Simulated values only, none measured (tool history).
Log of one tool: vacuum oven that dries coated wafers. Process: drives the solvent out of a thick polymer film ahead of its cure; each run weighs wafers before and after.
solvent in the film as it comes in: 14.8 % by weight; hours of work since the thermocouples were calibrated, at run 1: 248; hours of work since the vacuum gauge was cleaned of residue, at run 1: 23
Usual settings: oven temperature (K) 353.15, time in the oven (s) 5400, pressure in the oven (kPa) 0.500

run   hour  oven temperature (K)  time in the oven (s)  pressure in the oven (kPa)  hours of work since the thermocouples were calibrated  hours of work since the vacuum gauge was cleaned of residue  solvent left in the film (%)
  1    0.0                353.15                  5400                       0.500                                                    248                                                           23                          1.27
  2   26.4                353.15                  5400                       0.487                                                    259                                                           34                          1.32
  3   43.4                353.15                  5400                       0.500                                                    266                                                           41                          1.32
  4   61.0                353.15                  5400                       0.500                                                    274                                                           48                          1.27
  5   84.0                353.15                  5400                       0.500                                                    283                                                           58                          1.31
  6  101.6                353.15                  5400                       0.500                                                    290                                                           65                          1.36
  7  127.4                353.15                  5400                       0.500                                                    301                                                           76                          1.30
  8  143.6                353.15                  4680                       0.500                                                    308                                                           83                          1.74
  9  174.2                353.15                  5400                       0.500                                                    321                                                           95                          1.29
 10  207.1                353.15                  5400                       0.500                                                    334                                                          109                          1.29
 11  241.8                353.15                  5400                       0.500                                                    349                                                          124                          1.26
 12  270.6                353.15                  5400                       0.500                                                    361                                                          135                          1.35
 13  286.5                353.15                  5400                       0.500                                                    367                                                          142                          1.34
 14  322.5                353.15                  5400                       0.398                                                    382                                                          157                          1.26
 15  345.6                353.15                  5400                       0.398                                                    392                                                          167                          1.24
 16  372.5                353.15                  5400                       0.398                                                    403                                                          178                          1.29
 17  394.2                353.15                  5400                       0.398                                                    412                                                          187                          1.22
 18  410.7                353.15                  5400                       0.398                                                    419                                                          194                          1.23
     414.9  -- vacuum gauge cleaned of residue and calibrated
 19  436.0                341.15                  5400                       0.500                                                    429                                                            9                          3.26
 20  453.3                341.15                  5400                       0.500                                                    436                                                           16                          3.24
 21  484.1                341.15                  5400                       0.500                                                    449                                                           29                          3.23
 22  511.0                341.15                  6180                       0.500                                                    460                                                           40                          2.84
 23  531.1                341.15                  6180                       0.500                                                    469                                                           48                          2.79
 24  552.8                341.15                  6180                       0.500                                                    478                                                           57                          2.82
 25  570.0                341.15                  6180                       0.500                                                    485                                                           65                          2.79
     577.5  -- vacuum gauge cleaned of residue and calibrated, once more
 26  589.6                358.15                  3360                       1.447                                                    492                                                            5                          2.41
 27  618.9                358.15                  3360                       1.447                                                    504                                                           17                          2.37
 28  644.0                345.15                  5520                       1.880                                                    515                                                           28                          3.53
 29  667.0                345.15                  5520                       1.880                                                    524                                                           37                          3.45
 30  693.3                345.15                  5520                       0.462                                                    535                                                           48                          2.31
 31  728.1                345.15                  4320                       1.426                                                    550                                                           63                          3.99
 32  754.9                361.15                  6000                       1.426                                                    561                                                           74                          0.88
 33  780.3                361.15                  6000                       1.426                                                    572                                                           84                          0.87
 34  798.4                361.15                  6000                       1.426                                                    579                                                           92                          0.99
 35  832.8                349.15                  5340                       1.065                                                    594                                                          106                          2.20
 36  852.2                346.15                  7440                       0.258                                                    602                                                          114                          1.13
 37  880.1                346.15                  7440                       0.313                                                    613                                                          126                          1.13
 38  916.6                346.15                  7440                       0.313                                                    628                                                          141                          1.27

Forecast each of these 4 alternatives for the next run:
  A  949.1                356.15                  7980                       1.593                                                    642                                                          155                             ?
  B  949.1                365.15                  7440                       0.365                                                    642                                                          155                             ?
  C  949.1                353.15                  5400                       0.661                                                    642                                                          155                             ?
  D  949.1                360.15                  7440                       1.102                                                    642                                                          155                             ?

run  solvent left in the film (%)
  A                          1.17
  B                          0.23
  C                          1.38
  D                          0.69
Without the tool's hidden state the same runs would have given:
run  solvent left in the film (%)
  A                          1.18
  B                          0.22
  C                          1.42
  D                          0.69
